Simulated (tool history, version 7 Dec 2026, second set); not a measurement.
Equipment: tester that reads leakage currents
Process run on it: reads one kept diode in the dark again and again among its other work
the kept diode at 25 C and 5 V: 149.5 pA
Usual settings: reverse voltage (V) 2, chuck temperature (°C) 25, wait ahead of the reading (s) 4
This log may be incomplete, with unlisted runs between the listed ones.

run,hour,reverse voltage (V),chuck temperature (°C),wait ahead of the reading (s),current that the tester gives (pA)
1,0,2,25,4,105.86
2,196.9,2,25,1,107.63
# hour 246.7: probe card cleaned and baked
3,463.6,2,25,2.32,102.29
4,640.2,2,25,2.32,103.91
5,794.1,2,25,0.32,106.4
6,942.8,2,25,1.27,106.28
7,1142.5,2.55,25,5.48,120.09

Run 8 comes next. What will it give?
# hour 1210.8: chuck's temperature calibrated
8,1374.8,1.44,25,5.48,?

{"run 8": {"current that the tester gives (pA)": 87.94}}
On a tool with no hidden condition, and with the same random variation, this run would have come out at current that the tester gives (pA) 85.53.

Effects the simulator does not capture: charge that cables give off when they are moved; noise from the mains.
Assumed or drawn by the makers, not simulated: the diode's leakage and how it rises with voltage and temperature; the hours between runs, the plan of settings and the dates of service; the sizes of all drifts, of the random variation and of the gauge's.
